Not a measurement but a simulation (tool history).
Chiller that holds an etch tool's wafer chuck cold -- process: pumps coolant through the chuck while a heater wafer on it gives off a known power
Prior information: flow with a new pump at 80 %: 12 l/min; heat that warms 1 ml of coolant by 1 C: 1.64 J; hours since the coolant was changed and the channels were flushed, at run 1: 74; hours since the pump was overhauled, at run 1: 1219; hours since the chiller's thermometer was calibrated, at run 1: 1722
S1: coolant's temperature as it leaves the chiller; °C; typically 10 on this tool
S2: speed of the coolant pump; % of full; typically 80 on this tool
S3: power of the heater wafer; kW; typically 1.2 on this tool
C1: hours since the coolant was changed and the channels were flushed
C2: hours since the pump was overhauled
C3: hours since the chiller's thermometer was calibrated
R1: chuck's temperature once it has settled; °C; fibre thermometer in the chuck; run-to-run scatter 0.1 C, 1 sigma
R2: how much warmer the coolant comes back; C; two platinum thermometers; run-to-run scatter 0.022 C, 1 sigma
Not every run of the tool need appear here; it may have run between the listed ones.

| run | hour | S1 | S2 | S3 | C1 | C2 | C3 | R1 | R2 |
|---|---|---|---|---|---|---|---|---|---|
| 1 | 0 | 10 | 80 | 1.2 | 74 | 1219 | 1722 | 24.7 | 3.7 |
| 2 | 28.8 | 2 | 80 | 1.2 | 103 | 1248 | 1751 | 16.6 | 3.7 |
| 3 | 72.3 | 10 | 80 | 0.833 | 146 | 1292 | 1794 | 20.2 | 2.57 |
| 4 | 92.4 | 10 | 80 | 0.833 | 166 | 1312 | 1814 | 20.2 | 2.59 |
| 5 | 127.2 | 4 | 80 | 0.833 | 201 | 1346 | 1849 | 14.2 | 2.61 |
| 6 | 160 | 4 | 80 | 0.833 | 234 | 1379 | 1882 | 14.2 | 2.56 |
| 7 | 209 | 4 | 80 | 0.833 | 283 | 1428 | 1931 | 14.2 | 2.61 |
| 8 | 250.8 | 4 | 80 | 0.833 | 325 | 1470 | 1973 | 14.2 | 2.58 |
| 9 | 294.7 | 10 | 80 | 1.156 | 368 | 1514 | 2017 | 24.1 | 3.62 |
| 10 | 328.2 | 10 | 80 | 1.2 | 402 | 1547 | 2050 | 24.8 | 3.72 |
| 11 | 354.7 | 10 | 80 | 1.2 | 428 | 1574 | 2077 | 24.9 | 3.74 |
| 12 | 385.4 | 10 | 80 | 1.2 | 459 | 1605 | 2107 | 24.9 | 3.7 |
| 13 | 430.3 | 10 | 80 | 1.2 | 504 | 1650 | 2152 | 24.7 | 3.72 |
| 14 | 478.4 | 10 | 80 | 1.2 | 552 | 1698 | 2200 | 25 | 3.75 |
| 15 | 524.3 | 6 | 80 | 1.2 | 598 | 1744 | 2246 | 20.7 | 3.73 |
| 16 | 549.6 | 6 | 80 | 1.2 | 623 | 1769 | 2272 | 20.8 | 3.76 |
| 17 | 591.5 | 10 | 80 | 1.2 | 665 | 1811 | 2313 | 24.8 | 3.71 |
| 18 | 618.4 | 9 | 100 | 1.338 | 692 | 1838 | 2340 | 22.5 | 3.29 |
| 19 | 656.4 | 17 | 67 | 1.338 | 730 | 1876 | 2378 | 36.6 | 5.08 |
| 20 | 698.7 | 17 | 66 | 1.389 | 772 | 1918 | 2421 | 37.4 | 5.34 |
| 21 | 745.9 | 17 | 66 | 1.389 | 820 | 1965 | 2468 | 37.5 | 5.36 |
| 22 | 776.1 | 17 | 66 | 1.389 | 850 | 1995 | 2498 | 37.5 | 5.37 |
| 23 | 812.4 | 10 | 80 | 0.784 | 886 | 2032 | 2534 | 19.6 | 2.47 |
| 24 | 850.2 | 15 | 80 | 1.01 | 924 | 2070 | 2572 | 27.6 | 3.14 |
|  | 883.7 | chiller's thermometer calibrated |
| 25 | 887.8 | 15 | 80 | 1.01 | 960 | 2106 | 4 | 28 | 3.14 |
| 26 | 936.9 | 12 | 86 | 1.01 | 1010 | 2155 | 53 | 24.1 | 2.89 |
| 27 | 959.6 | 12 | 86 | 1.01 | 1032 | 2178 | 76 | 24.2 | 2.92 |
| 28 | 997.8 | 12 | 86 | 1.01 | 1070 | 2216 | 114 | 24.2 | 2.95 |
| 29 | 1027.4 | 2 | 71 | 0.857 | 1100 | 2246 | 144 | 14.2 | 3.05 |
| 30 | 1073.7 | 9 | 92 | 0.668 | 1146 | 2292 | 190 | 16.5 | 1.79 |
| 31 | 1103.4 | 7 | 70 | 1.05 | 1176 | 2322 | 220 | 22.4 | 3.82 |
| 32 | 1131.3 | 8 | 63 | 1.608 | 1204 | 2350 | 248 | 33.6 | 6.56 |
| 33 | 1178.2 | 8 | 63 | 0.639 | 1251 | 2397 | 295 | 18.1 | 2.59 |

How would selected steps in R1 from run to run divide? Give the signed amount a tool lacking its hidden state would still show from settings, what came in and random variation, and the signed amount left for the hidden state, including any gauge scatter that is not in both of the compared results.
What the log doesn't record here: heat passed by the chuck's channels, % of clean ones'; flow at a given pump speed, % of a new pump's; coolant's true temperature over the reading, C; drift of the gauge itself on chuck_c, C; drift of the gauge itself on warmer_back_c, C.
Run 18 -> 19: S1 9 -> 17, S2 100 -> 67. R1 +14.1 °C: hidden state +0.2, all else +13.9.
Run 22 -> 23: S1 17 -> 10, S2 66 -> 80, S3 1.389 -> 0.784. R1 -17.9 °C: hidden state -0.4, all else -17.5.
Run 24 -> 25: chiller's thermometer calibrated. R1 +0.4 °C: hidden state +0.6, all else -0.2.
Run 31 -> 32: S1 7 -> 8, S2 70 -> 63, S3 1.05 -> 1.608. R1 +11.2 °C: hidden state +0.6, all else +10.6.
Run 32 -> 33: S3 1.608 -> 0.639. R1 -15.5 °C: hidden state -0.8, all else -14.7.
